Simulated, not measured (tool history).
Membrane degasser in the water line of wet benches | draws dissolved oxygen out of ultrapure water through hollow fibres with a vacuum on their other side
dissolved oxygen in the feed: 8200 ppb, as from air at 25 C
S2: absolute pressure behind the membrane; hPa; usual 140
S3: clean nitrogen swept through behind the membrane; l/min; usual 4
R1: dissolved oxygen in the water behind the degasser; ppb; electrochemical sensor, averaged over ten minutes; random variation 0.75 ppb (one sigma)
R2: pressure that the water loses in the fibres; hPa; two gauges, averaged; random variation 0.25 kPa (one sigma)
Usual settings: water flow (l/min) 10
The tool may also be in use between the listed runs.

{"run": 1, "hour": 0.0, "water flow (l/min)": 10, "S2": 140, "S3": 4, "R1": 68.5, "R2": 687.4}
{"run": 2, "hour": 246.0, "water flow (l/min)": 10, "S2": 140, "S3": 4, "R1": 68.5, "R2": 685.9}
{"run": 3, "hour": 426.3, "water flow (l/min)": 10, "S2": 140, "S3": 4, "R1": 69.6, "R2": 683.6}
{"run": 4, "hour": 687.7, "water flow (l/min)": 10, "S2": 140, "S3": 4, "R1": 69.1, "R2": 683.1}
{"run": 5, "hour": 875.9, "water flow (l/min)": 10, "S2": 140, "S3": 4, "R1": 68.1, "R2": 686.8}
{"run": 6, "hour": 1194.7, "water flow (l/min)": 10, "S2": 140, "S3": 4, "R1": 69.3, "R2": 687.9}
{"run": 7, "hour": 1542.2, "water flow (l/min)": 10, "S2": 140, "S3": 4, "R1": 68.7, "R2": 685.9}
{"run": 8, "hour": 1755.2, "water flow (l/min)": 10, "S2": 140, "S3": 4, "R1": 69.3, "R2": 683.7}
{"run": 9, "hour": 2006.9, "water flow (l/min)": 10, "S2": 140, "S3": 4, "R1": 69.6, "R2": 687.4}
{"run": 10, "hour": 2192.4, "water flow (l/min)": 10, "S2": 140, "S3": 4, "R1": 69.6, "R2": 684.6}
{"run": 11, "hour": 2363.0, "water flow (l/min)": 10, "S2": 140, "S3": 4, "R1": 69.6, "R2": 686.5}
{"run": 12, "hour": 2668.1, "water flow (l/min)": 15, "S2": 140, "S3": 4, "R1": 104.2, "R2": 1029.9}
{"run": 13, "hour": 3021.0, "water flow (l/min)": 15, "S2": 140, "S3": 4, "R1": 107.1, "R2": 1028.9}
{"run": 14, "hour": 3241.8, "water flow (l/min)": 10, "S2": 140, "S3": 4, "R1": 68.4, "R2": 687.8}
{"run": 15, "hour": 3518.3, "water flow (l/min)": 10, "S2": 140, "S3": 4, "R1": 67.7, "R2": 683.1}
{"run": 16, "hour": 3667.0, "water flow (l/min)": 10, "S2": 140, "S3": 4, "R1": 69.4, "R2": 684.8}
{"run": 17, "hour": 3879.6, "water flow (l/min)": 14, "S2": 140, "S3": 1.71, "R1": 214.8, "R2": 954.9}
{"run": 18, "hour": 4164.7, "water flow (l/min)": 14, "S2": 140, "S3": 11.21, "R1": 41, "R2": 954.9}
{"run": 19, "hour": 4333.1, "water flow (l/min)": 7, "S2": 144, "S3": 2.3, "R1": 84.9, "R2": 481.2}
{"run": 20, "hour": 4523.1, "water flow (l/min)": 7, "S2": 144, "S3": 4.5, "R1": 44.6, "R2": 479.4}
{"run": 21, "hour": 4756.2, "water flow (l/min)": 12, "S2": 222, "S3": 3.5, "R1": 161.6, "R2": 821.3}
{"run": 22, "hour": 5040.2, "water flow (l/min)": 12, "S2": 222, "S3": 3.5, "R1": 159.4, "R2": 825.6}
{"run": 23, "hour": 5267.3, "water flow (l/min)": 12, "S2": 237, "S3": 2.18, "R1": 267, "R2": 822.5}

Forecast run 24:
{"hour": 5467.2, "done": "seals of the vacuum lines changed"}
{"run": 24, "hour": 5585.0, "water flow (l/min)": 10, "S2": 277, "S3": 6.61, "R1": "?", "R2": "?"}

Run 24 gave R1 93.5 ppb, R2 686 hPa.
Without the tool's hidden state the same run would have given R1 93.4 ppb, R2 684.7 hPa.
